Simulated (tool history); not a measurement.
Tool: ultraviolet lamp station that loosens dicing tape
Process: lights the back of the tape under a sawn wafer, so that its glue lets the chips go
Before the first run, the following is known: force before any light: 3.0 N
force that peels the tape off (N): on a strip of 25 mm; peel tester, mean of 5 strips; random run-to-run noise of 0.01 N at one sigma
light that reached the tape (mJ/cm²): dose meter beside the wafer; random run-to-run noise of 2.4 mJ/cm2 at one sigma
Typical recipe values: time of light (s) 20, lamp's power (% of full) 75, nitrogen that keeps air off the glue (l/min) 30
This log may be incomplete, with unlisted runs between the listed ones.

run,hour,time of light (s),lamp's power (% of full),nitrogen that keeps air off the glue (l/min),force that peels the tape off (N),light that reached the tape (mJ/cm²)
1,0.0,20,75,30,0.522,254
2,23.3,20,75,30,0.524,250
3,51.9,35,75,30,0.248,437
4,68.0,35,75,30,0.245,437
5,97.9,35,75,30,0.256,429
6,129.5,35,75,30,0.252,433
7,163.1,30,95,28,0.241,468
8,192.6,29,82,29,0.298,388
9,215.5,16,83,12,0.987,216
10,242.5,16,83,12,1.011,216
11,270.7,10,76,12,1.572,121
12,285.1,28,63,31,0.432,285

Some steps in force that peels the tape off (N), run to run, broken into two amounts with sign: the step expected even without the hidden condition (settings, incoming material, random variation), and the rest, left for the hidden condition together with whatever gauge scatter is not in both the measured and the hidden-condition-free result:
What the log doesn't record here: lamp's light, % of a new lamp's; light that the window lets through, % of a clean one's; drift of the gauge itself on peel_n, %; drift of the gauge itself on dose_mj_cm2, %.
Run 8 -> 9: time of light (s) 29 -> 16, lamp's power (% of full) 82 -> 83, nitrogen that keeps air off the glue (l/min) 29 -> 12. force that peels the tape off (N) +0.689: hidden state +0.100, all else +0.589.
Run 11 -> 12: time of light (s) 10 -> 28, lamp's power (% of full) 76 -> 63, nitrogen that keeps air off the glue (l/min) 12 -> 31. force that peels the tape off (N) -1.140: hidden state -0.069, all else -1.071.

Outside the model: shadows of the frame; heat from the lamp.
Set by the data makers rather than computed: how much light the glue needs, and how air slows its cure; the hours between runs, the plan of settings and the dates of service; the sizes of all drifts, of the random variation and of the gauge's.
